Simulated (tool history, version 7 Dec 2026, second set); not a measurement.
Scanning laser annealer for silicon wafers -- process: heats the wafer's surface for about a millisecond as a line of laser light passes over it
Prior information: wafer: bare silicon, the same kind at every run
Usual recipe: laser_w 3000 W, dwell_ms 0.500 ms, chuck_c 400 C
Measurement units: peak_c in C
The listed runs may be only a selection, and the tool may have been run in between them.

run	hour	laser_w	dwell_ms	chuck_c	peak_c
1	0.0	3000	0.500	400	1202
2	73.0	3000	0.500	400	1199
3	109.5	3000	0.500	400	1198
4	167.9	3000	0.500	367	1157
5	236.0	3000	0.500	367	1157
6	278.3	3000	0.522	367	1171
7	333.0	3000	0.522	367	1167
8	416.9	3000	0.522	367	1163
# hour 473.8: window over the wafer cleaned
9	489.9	3000	0.522	367	1191
10	525.5	3000	0.522	367	1188
11	560.5	3000	0.522	367	1188
12	616.1	3000	0.522	367	1184
13	672.7	3000	0.486	429	1217
14	716.2	3000	0.486	429	1215
15	771.7	3000	0.486	429	1213
16	829.5	2704	0.573	429	1197
17	885.2	2727	0.374	394	1029
18	969.8	2727	0.374	394	1025
19	1045.1	2789	0.523	392	1136
20	1100.7	2624	0.523	387	1089
# hour 1157.3: window over the wafer cleaned
21	1170.1	2624	0.532	372	1101
22	1239.9	2624	0.532	409	1135
23	1302.3	3000	0.404	387	1115
24	1376.6	2637	0.449	387	1059

Here are 4 independent what-if runs from the current tool condition. What would each one return?
A	1450.7	2592	0.500	415	?
B	1450.7	3000	0.500	369	?
C	1450.7	2890	0.402	367	?
D	1450.7	3103	0.500	407	?

run	peak_c
A	1102
B	1157
C	1059
D	1223
Without the tool's unlogged condition, the same runs would have read:
run	peak_c
A	1136
B	1196
C	1093
D	1263
